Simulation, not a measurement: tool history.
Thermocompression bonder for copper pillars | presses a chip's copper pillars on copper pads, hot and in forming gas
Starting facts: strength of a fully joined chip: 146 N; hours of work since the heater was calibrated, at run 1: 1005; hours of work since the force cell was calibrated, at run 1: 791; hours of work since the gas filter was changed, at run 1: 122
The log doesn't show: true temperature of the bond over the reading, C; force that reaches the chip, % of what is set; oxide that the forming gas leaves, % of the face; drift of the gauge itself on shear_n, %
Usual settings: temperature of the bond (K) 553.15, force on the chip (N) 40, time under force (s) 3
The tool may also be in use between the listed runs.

run    hour  temperature of the bond (K)  force on the chip (N)  time under force (s)  hours of work since the heater was calibrated  hours of work since the force cell was calibrated  hours of work since the gas filter was changed  force that shears a chip off (N)
  1     0.0                       553.15                     40                     3                                           1005                                                791                                             122                              81.2
  2    74.8                       553.15                     40                     3                                           1039                                                826                                             156                              80.9
  3   124.2                       553.15                     40                     5                                           1062                                                848                                             179                              93.8
      174.4  -- heater calibrated with a thermocouple chip
  4   189.3                       553.15                     40                     3                                              7                                                877                                             208                              76.1
  5   257.0                       553.15                     40                     3                                             38                                                908                                             239                              75.5
  6   330.8                       553.15                     40                     3                                             72                                                942                                             273                              75.2
  7   381.4                       553.15                     40                     3                                             95                                                965                                             296                              75.5
  8   465.0                       553.15                     40                     3                                            133                                               1004                                             334                              74.3
  9   540.6                       553.15                     40                     3                                            168                                               1038                                             369                              75.3
 10   581.6                       553.15                     40                     3                                            187                                               1057                                             388                              74.7
 11   645.0                       553.15                     40                     3                                            216                                               1086                                             417                              74.3
 12   697.2                       553.15                     40                     3                                            240                                               1110                                             441                              74.7
      749.5  -- forming gas filter changed
 13   791.5                       553.15                     36                     3                                            283                                               1153                                              19                              73.3
 14   836.9                       553.15                     36                     3                                            304                                               1174                                              40                              72.6
 15   915.5                       553.15                     27                     3                                            340                                               1210                                              76                              61.2
 16   962.1                       553.15                     40                     3                                            361                                               1231                                              97                              77.6
 17  1030.1                       553.15                     40                     5                                            392                                               1263                                             129                              90.7
 18  1080.8                       553.15                     40                     5                                            416                                               1286                                             152                              90.5
     1097.4  -- force cell calibrated
 19  1139.0                       553.15                     40                     5                                            442                                                 19                                             178                              93.1
 20  1179.8                       553.15                     40                     2                                            460                                                 38                                             197                              68.1
 21  1274.1                       553.15                     45                     3                                            503                                                 81                                             240                              82.8
 22  1330.6                       558.15                     55                     2                                            529                                                107                                             266                              84.3
 23  1403.2                       558.15                     55                     2                                            563                                                140                                             299                              84.8
 24  1464.4                       553.15                     40                     4                                            591                                                168                                             327                              85.6
 25  1533.8                       553.15                     46                     6                                            623                                                200                                             359                             101.0
 26  1607.8                       553.15                     46                     6                                            657                                                234                                             393                             102.2
 27  1688.0                       553.15                     46                     6                                            693                                                271                                             430                             100.6
     1766.0  -- forming gas filter changed
 28  1773.4                       557.15                     46                     2                                            732                                                310                                               3                              78.5
 29  1831.7                       553.15                     50                     2                                            759                                                337                                              30                              79.6
 30  1873.2                       548.15                     37                     3                                            778                                                356                                              49                              74.2
 31  1927.0                       553.15                     40                     7                                            803                                                380                                              74                             102.7
 32  1989.3                       553.15                     40                     7                                            831                                                409                                             102                             103.5
 33  2029.2                       549.15                     31                     3                                            850                                                427                                             121                              68.2
 34  2086.4                       549.15                     31                     3                                            876                                                453                                             147                              67.2
 35  2130.0                       527.15                     31                     5                                            896                                                473                                             167                              67.0
 36  2169.0                       527.15                     31                     5                                            914                                                491                                             185                              66.4
 37  2222.1                       560.15                     35                     4                                            938                                                516                                             209                              84.8
 38  2289.7                       528.15                     56                     4                                            969                                                547                                             240                              86.7
 39  2371.4                       528.15                     59                     4                                           1006                                                584                                             278                              88.4
 40  2414.4                       558.15                     43                     2                                           1026                                                604                                             297                              74.9

How the hidden state differs across the entries between the runs, from the last listed run before each to the first after it:
Run 3 -> run 4: heater calibrated with a thermocouple chip (hour 174.4)
  true temperature of the bond over the reading, C: 8 -> -0.6; force that reaches the chip, % of what is set: 96.7 -> 96.6; oxide that the forming gas leaves, % of the face: 2.39 -> 2.63
  the result without the hidden state subtracted from the measured one, force that shears a chip off (N): +1.6 -> -3.6
Run 12 -> run 13: forming gas filter changed (hour 749.5)
  true temperature of the bond over the reading, C: 1.1 -> 1.4; force that reaches the chip, % of what is set: 95.6 -> 95.5; oxide that the forming gas leaves, % of the face: 4.69 -> 0.81
  the result without the hidden state subtracted from the measured one, force that shears a chip off (N): -4.5 -> -1.4
Run 18 -> run 19: force cell calibrated (hour 1097.4)
  true temperature of the bond over the reading, C: 2.3 -> 2.5; force that reaches the chip, % of what is set: 94.9 -> 99.4; oxide that the forming gas leaves, % of the face: 2.01 -> 2.28
  the result without the hidden state subtracted from the measured one, force that shears a chip off (N): -2.3 -> -0.4
Run 27 -> run 28: forming gas filter changed (hour 1766.0)
  true temperature of the bond over the reading, C: 4.3 -> 4.6; force that reaches the chip, % of what is set: 98.3 -> 98.2; oxide that the forming gas leaves, % of the face: 4.49 -> 0.58
  the result without the hidden state subtracted from the measured one, force that shears a chip off (N): -2.3 -> +1.9

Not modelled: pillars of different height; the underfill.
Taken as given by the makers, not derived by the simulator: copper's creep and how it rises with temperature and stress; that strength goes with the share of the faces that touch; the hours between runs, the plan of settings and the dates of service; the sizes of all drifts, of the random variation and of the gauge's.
